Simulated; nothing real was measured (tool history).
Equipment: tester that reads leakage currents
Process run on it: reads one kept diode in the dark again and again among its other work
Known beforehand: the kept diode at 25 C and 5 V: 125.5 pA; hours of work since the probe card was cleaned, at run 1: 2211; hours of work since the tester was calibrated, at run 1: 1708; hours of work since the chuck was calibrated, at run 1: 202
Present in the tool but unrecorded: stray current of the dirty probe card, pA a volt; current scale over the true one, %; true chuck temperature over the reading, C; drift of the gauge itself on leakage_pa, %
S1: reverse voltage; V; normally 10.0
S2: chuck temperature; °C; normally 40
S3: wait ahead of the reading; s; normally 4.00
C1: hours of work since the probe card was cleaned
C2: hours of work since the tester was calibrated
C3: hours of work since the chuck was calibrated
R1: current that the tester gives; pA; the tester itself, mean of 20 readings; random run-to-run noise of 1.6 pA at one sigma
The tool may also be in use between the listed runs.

run	hour	S1	S2	S3	C1	C2	C3	R1
1	0.0	10.0	40	4.00	2211	1708	202	564.05
2	53.3	10.0	40	1.55	2239	1737	230	568.21
3	113.2	10.0	40	0.54	2271	1769	262	573.69
4	218.0	10.0	40	0.54	2327	1824	318	578.07
5	278.6	10.0	40	4.00	2359	1857	350	569.88
# hour 324.8: probe card cleaned and baked
6	385.1	10.0	40	0.51	32	1912	405	577.73
7	462.0	10.0	40	0.51	73	1953	446	582.81
8	534.7	10.0	40	0.51	112	1991	484	584.68
9	602.1	10.0	40	0.51	147	2027	520	587.64
10	697.9	4.2	22	0.41	198	2078	571	102.25
11	808.6	4.2	22	0.41	257	2137	630	103.11
12	879.0	4.2	22	0.41	295	2174	667	102.91
13	931.1	4.2	22	0.41	322	2202	695	103.93
# hour 943.3: tester calibrated
# hour 960.7: chuck's temperature calibrated
14	997.4	4.2	22	0.41	355	28	19	97.43
15	1057.4	7.0	32	7.89	387	60	51	261.51
16	1142.4	7.0	21	2.98	433	105	97	103.18
17	1252.6	7.0	23	2.98	491	163	155	124.14
18	1336.7	18.9	23	2.98	536	208	200	174.46

Here are 4 independent what-if runs from the current tool condition. What would each one return?
# hour 1364.2: tester calibrated, once more
A	1439.1	9.9	50	2.98	589	40	253	?
# hour 1364.2: tester calibrated, once more
B	1439.1	10.0	51	4.00	589	40	253	?
# hour 1364.2: tester calibrated, once more
C	1439.1	9.8	28	1.79	589	40	253	?
# hour 1364.2: tester calibrated, once more
D	1439.1	10.0	40	2.57	589	40	253	?

run	R1
A	1199.46
B	1293.54
C	213.04
D	568.28
Had the tool no hidden state, the same runs would have come out as:
run	R1
A	1161.03
B	1252.37
C	204.84
D	548.69
